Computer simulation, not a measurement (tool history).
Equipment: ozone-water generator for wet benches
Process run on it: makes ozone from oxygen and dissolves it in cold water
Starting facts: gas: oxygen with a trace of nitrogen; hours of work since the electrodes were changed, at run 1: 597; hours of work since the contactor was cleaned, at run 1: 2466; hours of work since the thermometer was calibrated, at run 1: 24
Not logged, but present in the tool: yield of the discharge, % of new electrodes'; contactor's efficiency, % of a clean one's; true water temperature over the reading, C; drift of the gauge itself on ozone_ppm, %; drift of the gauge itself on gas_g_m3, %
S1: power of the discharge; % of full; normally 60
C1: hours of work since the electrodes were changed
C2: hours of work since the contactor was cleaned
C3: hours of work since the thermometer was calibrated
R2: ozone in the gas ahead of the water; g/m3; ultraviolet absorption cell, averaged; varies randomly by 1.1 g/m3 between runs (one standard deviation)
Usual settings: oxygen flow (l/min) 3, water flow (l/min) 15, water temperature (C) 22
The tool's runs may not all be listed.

{"run": 1, "hour": 0.0, "S1": 60, "oxygen flow (l/min)": 3, "water flow (l/min)": 15, "water temperature (C)": 22, "C1": 597, "C2": 2466, "C3": 24, "dissolved ozone (ppm)": 16.7, "R2": 204.9}
{"run": 2, "hour": 45.6, "S1": 60, "oxygen flow (l/min)": 2.39, "water flow (l/min)": 15, "water temperature (C)": 22, "C1": 641, "C2": 2510, "C3": 69, "dissolved ozone (ppm)": 16.5, "R2": 230.9}
{"run": 3, "hour": 113.4, "S1": 60, "oxygen flow (l/min)": 2.39, "water flow (l/min)": 15, "water temperature (C)": 16, "C1": 708, "C2": 2577, "C3": 135, "dissolved ozone (ppm)": 17.6, "R2": 231.8}
{"run": 4, "hour": 187.7, "S1": 60, "oxygen flow (l/min)": 2.39, "water flow (l/min)": 15, "water temperature (C)": 16, "C1": 781, "C2": 2650, "C3": 208, "dissolved ozone (ppm)": 17.4, "R2": 231.5}
{"run": 5, "hour": 268.3, "S1": 60, "oxygen flow (l/min)": 2.39, "water flow (l/min)": 15, "water temperature (C)": 16, "C1": 860, "C2": 2729, "C3": 287, "dissolved ozone (ppm)": 17.2, "R2": 232.1}
{"run": 6, "hour": 324.2, "S1": 60, "oxygen flow (l/min)": 2.55, "water flow (l/min)": 15, "water temperature (C)": 16, "C1": 915, "C2": 2784, "C3": 342, "dissolved ozone (ppm)": 17.8, "R2": 226.4}
{"run": 7, "hour": 404.0, "S1": 60, "oxygen flow (l/min)": 2.55, "water flow (l/min)": 15, "water temperature (C)": 16, "C1": 993, "C2": 2862, "C3": 421, "dissolved ozone (ppm)": 17.7, "R2": 225.5}
{"run": 8, "hour": 473.2, "S1": 60, "oxygen flow (l/min)": 2.55, "water flow (l/min)": 15, "water temperature (C)": 16, "C1": 1061, "C2": 2930, "C3": 489, "dissolved ozone (ppm)": 17.6, "R2": 223.5}
{"run": 9, "hour": 543.8, "S1": 60, "oxygen flow (l/min)": 2.55, "water flow (l/min)": 15, "water temperature (C)": 16, "C1": 1131, "C2": 3000, "C3": 558, "dissolved ozone (ppm)": 17.5, "R2": 227.7}
{"run": 10, "hour": 596.2, "S1": 60, "oxygen flow (l/min)": 2.55, "water flow (l/min)": 15, "water temperature (C)": 16, "C1": 1182, "C2": 3051, "C3": 609, "dissolved ozone (ppm)": 17.7, "R2": 225.3}
{"run": 11, "hour": 646.5, "S1": 60, "oxygen flow (l/min)": 2.55, "water flow (l/min)": 15, "water temperature (C)": 16, "C1": 1232, "C2": 3101, "C3": 659, "dissolved ozone (ppm)": 17.8, "R2": 225.2}
{"run": 12, "hour": 716.4, "S1": 60, "oxygen flow (l/min)": 2.55, "water flow (l/min)": 15, "water temperature (C)": 22, "C1": 1300, "C2": 3169, "C3": 728, "dissolved ozone (ppm)": 16.7, "R2": 226.5}
{"run": 13, "hour": 758.6, "S1": 60, "oxygen flow (l/min)": 3, "water flow (l/min)": 15, "water temperature (C)": 22, "C1": 1342, "C2": 3211, "C3": 769, "dissolved ozone (ppm)": 16.9, "R2": 208.6}
{"run": 14, "hour": 818.7, "S1": 60, "oxygen flow (l/min)": 3, "water flow (l/min)": 15, "water temperature (C)": 22, "C1": 1401, "C2": 3270, "C3": 828, "dissolved ozone (ppm)": 16.7, "R2": 207.5}
{"run": 15, "hour": 886.9, "S1": 60, "oxygen flow (l/min)": 3, "water flow (l/min)": 10, "water temperature (C)": 22, "C1": 1468, "C2": 3337, "C3": 895, "dissolved ozone (ppm)": 22.6, "R2": 209.5}
{"run": 16, "hour": 968.1, "S1": 60, "oxygen flow (l/min)": 3, "water flow (l/min)": 10, "water temperature (C)": 22, "C1": 1548, "C2": 3417, "C3": 975, "dissolved ozone (ppm)": 22.7, "R2": 208.6}
{"run": 17, "hour": 1011.7, "S1": 60, "oxygen flow (l/min)": 3, "water flow (l/min)": 10, "water temperature (C)": 22, "C1": 1590, "C2": 3459, "C3": 1018, "dissolved ozone (ppm)": 22.9, "R2": 209.1}
{"run": 18, "hour": 1071.5, "S1": 48, "oxygen flow (l/min)": 3, "water flow (l/min)": 15, "water temperature (C)": 18, "C1": 1649, "C2": 3518, "C3": 1076, "dissolved ozone (ppm)": 14.9, "R2": 178}
{"run": 19, "hour": 1138.7, "S1": 48, "oxygen flow (l/min)": 3, "water flow (l/min)": 15, "water temperature (C)": 18, "C1": 1715, "C2": 3584, "C3": 1142, "dissolved ozone (ppm)": 14.7, "R2": 176.4}
{"run": 20, "hour": 1222.4, "S1": 97, "oxygen flow (l/min)": 2.27, "water flow (l/min)": 15, "water temperature (C)": 18, "C1": 1797, "C2": 3666, "C3": 1225, "dissolved ozone (ppm)": 24.2, "R2": 341.6}
{"run": 21, "hour": 1284.6, "S1": 63, "oxygen flow (l/min)": 2.08, "water flow (l/min)": 12, "water temperature (C)": 22, "C1": 1858, "C2": 3727, "C3": 1286, "dissolved ozone (ppm)": 20.3, "R2": 260.5}
{"run": 22, "hour": 1347.2, "S1": 63, "oxygen flow (l/min)": 2.08, "water flow (l/min)": 12, "water temperature (C)": 22, "C1": 1920, "C2": 3789, "C3": 1347, "dissolved ozone (ppm)": 20, "R2": 261.3}
{"run": 23, "hour": 1413.5, "S1": 60, "oxygen flow (l/min)": 3.25, "water flow (l/min)": 19, "water temperature (C)": 22, "C1": 1985, "C2": 3854, "C3": 1412, "dissolved ozone (ppm)": 13.8, "R2": 201.8}
{"run": 24, "hour": 1476.9, "S1": 49, "oxygen flow (l/min)": 3, "water flow (l/min)": 12, "water temperature (C)": 22, "C1": 2047, "C2": 3916, "C3": 1475, "dissolved ozone (ppm)": 17.3, "R2": 179.3}
{"run": 25, "hour": 1516.6, "S1": 49, "oxygen flow (l/min)": 3, "water flow (l/min)": 12, "water temperature (C)": 22, "C1": 2086, "C2": 3955, "C3": 1514, "dissolved ozone (ppm)": 17.5, "R2": 181.7}
{"run": 26, "hour": 1563.4, "S1": 87, "oxygen flow (l/min)": 1.51, "water flow (l/min)": 15, "water temperature (C)": 22, "C1": 2132, "C2": 4001, "C3": 1560, "dissolved ozone (ppm)": 19.9, "R2": 389.8}
{"run": 27, "hour": 1625.3, "S1": 87, "oxygen flow (l/min)": 1.51, "water flow (l/min)": 15, "water temperature (C)": 22, "C1": 2193, "C2": 4062, "C3": 1620, "dissolved ozone (ppm)": 19.9, "R2": 390.8}
{"run": 28, "hour": 1680.1, "S1": 60, "oxygen flow (l/min)": 3, "water flow (l/min)": 19, "water temperature (C)": 20, "C1": 2247, "C2": 4116, "C3": 1674, "dissolved ozone (ppm)": 14, "R2": 210.7}
{"run": 29, "hour": 1750.4, "S1": 74, "oxygen flow (l/min)": 4.85, "water flow (l/min)": 12, "water temperature (C)": 18, "C1": 2316, "C2": 4185, "C3": 1743, "dissolved ozone (ppm)": 25, "R2": 193.3}
{"hour": 1809.9, "done": "contactor cleaned"}
{"run": 30, "hour": 1811.0, "S1": 82, "oxygen flow (l/min)": 1.93, "water flow (l/min)": 15, "water temperature (C)": 18, "C1": 2372, "C2": 1, "C3": 1799, "dissolved ozone (ppm)": 20.8, "R2": 333.2}
{"run": 31, "hour": 1867.9, "S1": 82, "oxygen flow (l/min)": 1.93, "water flow (l/min)": 15, "water temperature (C)": 18, "C1": 2427, "C2": 57, "C3": 1855, "dissolved ozone (ppm)": 20.7, "R2": 332.1}
{"run": 32, "hour": 1927.4, "S1": 82, "oxygen flow (l/min)": 1.93, "water flow (l/min)": 15, "water temperature (C)": 18, "C1": 2486, "C2": 115, "C3": 1913, "dissolved ozone (ppm)": 20.8, "R2": 331.9}
{"run": 33, "hour": 1991.6, "S1": 60, "oxygen flow (l/min)": 4.94, "water flow (l/min)": 15, "water temperature (C)": 22, "C1": 2549, "C2": 178, "C3": 1976, "dissolved ozone (ppm)": 17, "R2": 164}
{"run": 34, "hour": 2043.1, "S1": 60, "oxygen flow (l/min)": 4.14, "water flow (l/min)": 15, "water temperature (C)": 17, "C1": 2600, "C2": 229, "C3": 2027, "dissolved ozone (ppm)": 18.6, "R2": 181.4}

Branching from run 34: 3 alternative next runs. What would each branch give?
{"run": "A", "hour": 2087.1, "S1": 47, "oxygen flow (l/min)": 3, "water flow (l/min)": 10, "water temperature (C)": 26, "C1": 2643, "C2": 272, "C3": 2070, "dissolved ozone (ppm)": "?", "R2": "?"}
{"run": "B", "hour": 2087.1, "S1": 82, "oxygen flow (l/min)": 2.09, "water flow (l/min)": 15, "water temperature (C)": 22, "C1": 2643, "C2": 272, "C3": 2070, "dissolved ozone (ppm)": "?", "R2": "?"}
{"run": "C", "hour": 2087.1, "S1": 60, "oxygen flow (l/min)": 5.27, "water flow (l/min)": 15, "water temperature (C)": 22, "C1": 2643, "C2": 272, "C3": 2070, "dissolved ozone (ppm)": "?", "R2": "?"}

run=A dissolved_ozone_(ppm)=17.9 R2=175.6
run=B dissolved_ozone_(ppm)=20.3 R2=321.4
run=C dissolved_ozone_(ppm)=16.8 R2=158.8
Had the tool no hidden state, the same runs would have come out as:
run=A dissolved_ozone_(ppm)=17.9 R2=171.5
run=B dissolved_ozone_(ppm)=20.4 R2=314
run=C dissolved_ozone_(ppm)=16.9 R2=155.1

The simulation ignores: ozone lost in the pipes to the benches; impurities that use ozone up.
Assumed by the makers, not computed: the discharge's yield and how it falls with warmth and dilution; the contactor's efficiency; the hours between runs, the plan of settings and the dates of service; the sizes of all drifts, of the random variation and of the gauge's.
